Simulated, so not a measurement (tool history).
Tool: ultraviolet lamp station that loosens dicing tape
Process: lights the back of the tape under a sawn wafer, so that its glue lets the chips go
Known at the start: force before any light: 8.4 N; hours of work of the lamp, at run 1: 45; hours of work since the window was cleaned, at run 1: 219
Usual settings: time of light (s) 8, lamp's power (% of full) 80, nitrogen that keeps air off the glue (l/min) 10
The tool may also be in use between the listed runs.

run	hour	time of light (s)	lamp's power (% of full)	nitrogen that keeps air off the glue (l/min)	hours of work of the lamp	hours of work since the window was cleaned	force that peels the tape off (N)	light that reached the tape (mJ/cm²)
1	0.0	8	80	10	45	219	0.488	435
2	15.3	8	80	10	55	230	0.499	425
3	24.4	8	80	10	61	236	0.475	427
4	37.8	8	80	10	70	245	0.505	427
5	46.2	8	80	10	76	251	0.496	422
6	58.4	8	80	10	85	259	0.483	423
7	72.5	8	80	10	94	269	0.500	423
8	86.6	8	80	10	104	279	0.512	423
9	94.5	8	80	10	109	284	0.528	417
10	107.4	8	62	18	118	293	0.634	322
11	114.0	8	62	18	123	298	0.629	322
12	126.5	6	82	6	131	306	1.315	314
13	134.2	4	80	10	137	311	1.942	201
14	142.3	4	80	10	142	317	2.094	207
15	154.1	9	80	10	150	325	0.413	459
16	166.7	8	68	10	159	334	0.802	345
17	179.2	4	90	10	168	342	1.707	227

3 ways to go on from here, each from the tool as it stands after run 17. What would each give?
A	190.8	8	82	13	176	350	?	?
B	190.8	7	62	3	176	350	?	?
C	190.8	6	90	4	176	350	?	?

run	force that peels the tape off (N)	light that reached the tape (mJ/cm²)
A	0.433	409
B	2.503	274
C	1.602	342
Without the tool's hidden state the same runs would have given:
run	force that peels the tape off (N)	light that reached the tape (mJ/cm²)
A	0.298	478
B	2.048	320
C	1.226	400

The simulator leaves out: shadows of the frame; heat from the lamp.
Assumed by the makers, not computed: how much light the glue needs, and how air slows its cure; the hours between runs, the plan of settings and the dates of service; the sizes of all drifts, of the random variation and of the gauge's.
